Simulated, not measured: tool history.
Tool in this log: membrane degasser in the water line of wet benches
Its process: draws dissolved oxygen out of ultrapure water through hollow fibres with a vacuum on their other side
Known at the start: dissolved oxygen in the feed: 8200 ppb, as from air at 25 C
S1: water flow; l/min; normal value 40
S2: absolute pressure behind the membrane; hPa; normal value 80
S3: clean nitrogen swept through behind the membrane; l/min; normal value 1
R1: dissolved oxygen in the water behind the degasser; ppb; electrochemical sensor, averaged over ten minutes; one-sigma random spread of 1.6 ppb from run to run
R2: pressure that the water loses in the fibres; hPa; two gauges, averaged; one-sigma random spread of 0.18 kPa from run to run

run    hour  S1     S2    S3      R1     R2
  1       0  40     80     1   378.6  317.1
  2    47.3  40     80  2.35   190.9  316.1
  3      71  40     80  2.35   190.1  313.8
  4   121.3  40     80  2.35   189.9  311.3
  5   163.2  40     80     1   380.5  314.7
  6   207.1  40     80     1   378.8  315.1
  7   254.7  40     80     1   378.3  312.8
  8   292.3  40     80     1   380.6  315.6
  9   333.9  34     80     1   331.6  265.7
 10   371.1  50     80     1   451.1  391.1
 11     397  50     80     1   450.3  394.1
 12   423.1  50     80     1   451.1  390.9
 13   474.8  40     80     1   378.3  315.3
 14   510.5  40     80  0.69   488.8  313.7
 15   562.1  40     80  0.69     497  315.9
 16   597.9  40     80  0.69   496.4  310.1
 17     650  40     80  0.69   493.1  313.3
 18   694.9  51   88.3  1.66   366.3  400.1
 19   735.3  40     80  0.69   498.8  316.4
 20   761.2  54  187.4  0.43  2259.5  427.9
 21   801.8  24   91.9  1.36   235.1  188.5
 22   831.2  37   69.9     1   282.7    293
 23   870.9  54   69.9     1   385.6  422.8
 24   913.2  47     80     1   431.8    370
 25   958.9  47     80     1   430.1  364.7
 26  1003.5  33     80  1.94   186.6  259.3
 27  1053.2  25  148.6  0.68   809.6  197.2
 28  1087.2  55  168.3     1  1244.7  432.9
 29  1110.3  55  168.3     1  1248.4  431.9
 30  1155.4  26   92.1     1   328.6  203.9
 31  1203.3  44  186.5  0.48  1896.8  344.9

3 options for the next run, each taken on its own from the tool as it stands now. Forecast them:
  A  1229.2  31  64.9  0.65   ?   ?
  B  1229.2  40    80  1.68   ?   ?
  C  1229.2  45  67.1  2.56   ?   ?

run     R1     R2
  A  299.5  240.1
  B  251.5  317.1
  C    147  353.1
With no hidden state in the tool, these same runs would have given:
run     R1   R2
  A  299.4  240
  B  251.5  317
  C    147  353
